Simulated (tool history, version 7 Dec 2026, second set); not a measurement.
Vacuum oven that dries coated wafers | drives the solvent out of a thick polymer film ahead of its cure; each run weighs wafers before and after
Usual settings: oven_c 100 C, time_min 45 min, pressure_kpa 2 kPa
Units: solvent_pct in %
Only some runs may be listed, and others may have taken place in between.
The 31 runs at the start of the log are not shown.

run	hour	oven_c	time_min	pressure_kpa	solvent_pct
32	1650.9	87	58	6.87	5.25
33	1691.8	112	68	3.54	0.67
34	1724.6	115	45	2	0.42
35	1784.9	108	60	2	0.52
36	1834.1	108	39	2.42	0.94
37	1889.9	87	30	2.42	6.22
38	1934.1	87	30	2.42	6.23
39	1962.8	97	30	2	3.48
40	1997.9	91	71	1.48	1.77
41	2052	114	35	6	1.31
42	2090.2	106	70	2.96	0.87
43	2124	114	74	2	0.36
44	2187.2	114	74	2	0.39
45	2232.7	109	37	1.03	0.73
46	2273.6	104	38	2	1.43

4 options for the next run, each taken on its own from the tool as it stands now. Forecast them:
A	2323.3	89	28	3.47	?
B	2323.3	107	65	2.27	?
C	2323.3	107	69	1.23	?
D	2323.3	112	45	4.39	?

run	solvent_pct
A	6.19
B	0.56
C	0.39
D	1
Without the tool's unlogged condition, the same runs would have read:
run	solvent_pct
A	5.81
B	0.48
C	0.32
D	0.9
